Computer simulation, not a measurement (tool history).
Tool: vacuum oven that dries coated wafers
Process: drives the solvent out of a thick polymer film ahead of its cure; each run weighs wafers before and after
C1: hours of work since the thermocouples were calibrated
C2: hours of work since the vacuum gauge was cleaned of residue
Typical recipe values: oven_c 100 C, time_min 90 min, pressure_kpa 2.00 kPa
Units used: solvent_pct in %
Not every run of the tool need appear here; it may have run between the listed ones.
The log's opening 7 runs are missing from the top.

{"run": 8, "hour": 465.5, "oven_c": 100, "time_min": 54, "pressure_kpa": 1.31, "C1": 922, "C2": 2462, "solvent_pct": 3.76}
{"run": 9, "hour": 530.7, "oven_c": 100, "time_min": 54, "pressure_kpa": 1.31, "C1": 966, "C2": 2507, "solvent_pct": 3.76}
{"hour": 546.6, "done": "vacuum gauge cleaned of residue and calibrated"}
{"run": 10, "hour": 621.6, "oven_c": 100, "time_min": 90, "pressure_kpa": 2.31, "C1": 1028, "C2": 51, "solvent_pct": 1.9}
{"run": 11, "hour": 670.8, "oven_c": 100, "time_min": 86, "pressure_kpa": 2.0, "C1": 1061, "C2": 85, "solvent_pct": 2.0}
{"run": 12, "hour": 750.3, "oven_c": 100, "time_min": 47, "pressure_kpa": 2.0, "C1": 1116, "C2": 140, "solvent_pct": 4.63}
{"run": 13, "hour": 830.7, "oven_c": 100, "time_min": 47, "pressure_kpa": 2.0, "C1": 1171, "C2": 195, "solvent_pct": 4.66}
{"run": 14, "hour": 891.8, "oven_c": 100, "time_min": 90, "pressure_kpa": 2.33, "C1": 1213, "C2": 237, "solvent_pct": 1.95}
{"run": 15, "hour": 969.2, "oven_c": 100, "time_min": 90, "pressure_kpa": 2.0, "C1": 1266, "C2": 290, "solvent_pct": 1.88}
{"run": 16, "hour": 1041.0, "oven_c": 100, "time_min": 90, "pressure_kpa": 2.0, "C1": 1315, "C2": 339, "solvent_pct": 1.9}
{"hour": 1070.3, "done": "oven's thermocouples calibrated"}
{"run": 17, "hour": 1136.7, "oven_c": 100, "time_min": 90, "pressure_kpa": 2.0, "C1": 46, "C2": 403, "solvent_pct": 1.72}
{"run": 18, "hour": 1205.3, "oven_c": 100, "time_min": 90, "pressure_kpa": 2.0, "C1": 93, "C2": 450, "solvent_pct": 1.75}
{"run": 19, "hour": 1254.2, "oven_c": 100, "time_min": 90, "pressure_kpa": 2.0, "C1": 126, "C2": 484, "solvent_pct": 1.76}
{"run": 20, "hour": 1303.1, "oven_c": 100, "time_min": 90, "pressure_kpa": 2.0, "C1": 160, "C2": 517, "solvent_pct": 1.76}
{"run": 21, "hour": 1368.0, "oven_c": 100, "time_min": 54, "pressure_kpa": 3.51, "C1": 204, "C2": 562, "solvent_pct": 4.13}
{"run": 22, "hour": 1448.2, "oven_c": 111, "time_min": 54, "pressure_kpa": 3.51, "C1": 259, "C2": 617, "solvent_pct": 1.98}
{"run": 23, "hour": 1525.3, "oven_c": 87, "time_min": 54, "pressure_kpa": 3.51, "C1": 312, "C2": 670, "solvent_pct": 7.51}
{"run": 24, "hour": 1583.6, "oven_c": 115, "time_min": 98, "pressure_kpa": 2.0, "C1": 352, "C2": 710, "solvent_pct": 0.42}
{"run": 25, "hour": 1662.3, "oven_c": 100, "time_min": 126, "pressure_kpa": 1.41, "C1": 406, "C2": 764, "solvent_pct": 0.87}
{"run": 26, "hour": 1737.2, "oven_c": 99, "time_min": 155, "pressure_kpa": 2.48, "C1": 457, "C2": 815, "solvent_pct": 0.98}
{"run": 27, "hour": 1802.6, "oven_c": 88, "time_min": 90, "pressure_kpa": 6.79, "C1": 502, "C2": 860, "solvent_pct": 5.89}
{"run": 28, "hour": 1877.5, "oven_c": 98, "time_min": 57, "pressure_kpa": 6.79, "C1": 553, "C2": 911, "solvent_pct": 5.19}
{"run": 29, "hour": 1949.3, "oven_c": 98, "time_min": 57, "pressure_kpa": 6.79, "C1": 603, "C2": 960, "solvent_pct": 5.23}
{"run": 30, "hour": 2000.9, "oven_c": 91, "time_min": 81, "pressure_kpa": 6.79, "C1": 638, "C2": 996, "solvent_pct": 5.59}
{"run": 31, "hour": 2053.3, "oven_c": 91, "time_min": 81, "pressure_kpa": 6.79, "C1": 674, "C2": 1032, "solvent_pct": 5.6}

What will run 32 give?
{"run": 32, "hour": 2129.8, "oven_c": 110, "time_min": 89, "pressure_kpa": 2.0, "C1": 727, "C2": 1084, "solvent_pct": "?"}

{"run 32": {"solvent_pct": 0.79}}
If the tool had no hidden condition, the same run with the same run-to-run variation would have returned solvent_pct 0.66 %.
